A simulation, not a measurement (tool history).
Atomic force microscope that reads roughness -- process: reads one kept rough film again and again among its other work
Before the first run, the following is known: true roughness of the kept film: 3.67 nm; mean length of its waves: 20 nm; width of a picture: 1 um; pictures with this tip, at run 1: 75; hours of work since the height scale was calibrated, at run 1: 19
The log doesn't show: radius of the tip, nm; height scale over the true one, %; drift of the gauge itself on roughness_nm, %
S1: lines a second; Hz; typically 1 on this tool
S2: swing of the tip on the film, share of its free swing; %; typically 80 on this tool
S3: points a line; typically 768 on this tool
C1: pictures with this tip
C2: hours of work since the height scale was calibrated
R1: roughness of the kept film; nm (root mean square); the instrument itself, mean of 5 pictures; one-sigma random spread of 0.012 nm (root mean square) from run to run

run   hour    S1  S2   S3   C1   C2     R1
  1      0     1  80  768   75   19  2.056
  2    7.2     1  80  768   85   23  1.981
  3   16.6     1  80  433   97   27  1.882
  4   24.8     1  80  433  108   31  1.819
        26  -- new tip fitted
  5   37.6     1  80  433   16   36  2.524
  6   46.4     1  80  433   28   41  2.387
  7   59.6  3.49  80  768   45   47  2.037
  8   68.9  3.49  80  768   58   51  1.924
  9   76.9  3.49  80  768   68   55  1.846
 10   83.2  3.49  80  768   77   58  1.784
 11   90.8  3.49  80  768   87   61  1.727
 12  103.7     1  80  895  105   67  1.778
       108  -- new tip fitted
 13  112.5     1  80  765    6   71  2.729
 14  121.3  1.63  80  768   18   75  2.497
 15  129.7     1  80  768   29   79  2.434
 16    135     1  80  768   36   81  2.361
 17  141.4  2.24  80  768   45   84   2.14
 18  151.7  0.57  67  390   58   89   2.17
 19  160.4  0.57  64  733   70   93   2.11
 20  170.5  1.01  82  557   84   98  1.921
 21  175.9  2.01  82  557   91  100  1.785
 22  181.9  2.01  82  557   99  103  1.719
       184  -- height scale calibrated on a step standard
 23  189.2  2.01  82  557  107    2  1.679
     190.6  -- new tip fitted
 24  202.2   0.7  59  768   15    8  2.674
 25  212.5  2.41  59  757   29   13  2.487
 26    221  2.41  59  757   40   17  2.331

Run 27 is up next; what results do you expect?
 27  226.5  2.41  59  757  48  19   ?

Run 27 measured R1 2.252 nm (root mean square).
Minus the tool's unlogged condition, the same run would have read R1 2.808 nm (root mean square).
